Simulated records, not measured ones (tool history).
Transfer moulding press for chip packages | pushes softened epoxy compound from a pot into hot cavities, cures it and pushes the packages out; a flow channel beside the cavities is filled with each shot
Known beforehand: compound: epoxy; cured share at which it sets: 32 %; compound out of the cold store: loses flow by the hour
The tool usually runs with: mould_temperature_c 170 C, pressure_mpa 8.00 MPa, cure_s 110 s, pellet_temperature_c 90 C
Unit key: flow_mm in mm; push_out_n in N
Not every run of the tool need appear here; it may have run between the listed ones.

| run | hour | mould_temperature_c | pressure_mpa | cure_s | pellet_temperature_c | incoming compound's hours out of the cold store | flow_mm | push_out_n |
|---|---|---|---|---|---|---|---|---|
| 1 | 0.0 | 170 | 8.00 | 110 | 90 | 21.6 | 969 | 226 |
| 2 | 13.2 | 170 | 9.19 | 110 | 90 | 47.4 | 926 | 259 |
| 3 | 35.4 | 170 | 8.00 | 110 | 90 | 14.4 | 994 | 308 |
|  | 57.1 | cavities cleaned with cleaning compound and waxed |
| 4 | 67.5 | 170 | 8.00 | 110 | 90 | 20.5 | 964 | 413 |
| 5 | 88.4 | 170 | 8.00 | 110 | 90 | 42.7 | 877 | 417 |
|  | 114.2 | cavities cleaned with cleaning compound and waxed |
| 6 | 114.3 | 170 | 8.00 | 110 | 90 | 26.7 | 928 | 223 |
| 7 | 137.2 | 172 | 8.00 | 110 | 90 | 18.3 | 959 | 277 |
| 8 | 164.7 | 169 | 8.00 | 110 | 90 | 36.3 | 892 | 349 |
|  | 171.3 | cavities cleaned with cleaning compound and waxed |
| 9 | 187.6 | 169 | 8.00 | 110 | 90 | 23.8 | 939 | 291 |
| 10 | 210.7 | 169 | 8.00 | 110 | 90 | 18.7 | 956 | 345 |
|  | 228.0 | cavities cleaned with cleaning compound and waxed |
| 11 | 232.1 | 170 | 8.00 | 110 | 90 | 26.6 | 915 | 235 |
|  | 237.4 | cavities cleaned with cleaning compound and waxed, once more |
| 12 | 246.4 | 170 | 8.00 | 141 | 90 | 23.5 | 931 | 203 |
| 13 | 267.0 | 170 | 8.00 | 141 | 90 | 24.1 | 931 | 257 |
|  | 293.6 | cavities cleaned with cleaning compound and waxed |
| 14 | 293.6 | 170 | 8.00 | 141 | 90 | 34.9 | 877 | 188 |
| 15 | 306.8 | 170 | 7.45 | 110 | 90 | 37.0 | 837 | 253 |
| 16 | 330.9 | 170 | 7.45 | 110 | 90 | 19.3 | 904 | 324 |
|  | 351.4 | cavities cleaned with cleaning compound and waxed |
| 17 | 360.9 | 170 | 8.21 | 148 | 90 | 29.5 | 902 | 213 |
| 18 | 373.9 | 168 | 6.84 | 110 | 93 | 34.0 | 811 | 292 |

What will run 19 give?
| 19 | 394.4 | 173 | 6.61 | 138 | 94 | 41.7 | ? | ? |

flow_mm: 750 mm
push_out_n: 274 N
On a tool with no hidden condition, and with the same random variation, this run would have come out at flow_mm 801 mm, push_out_n 184 N.

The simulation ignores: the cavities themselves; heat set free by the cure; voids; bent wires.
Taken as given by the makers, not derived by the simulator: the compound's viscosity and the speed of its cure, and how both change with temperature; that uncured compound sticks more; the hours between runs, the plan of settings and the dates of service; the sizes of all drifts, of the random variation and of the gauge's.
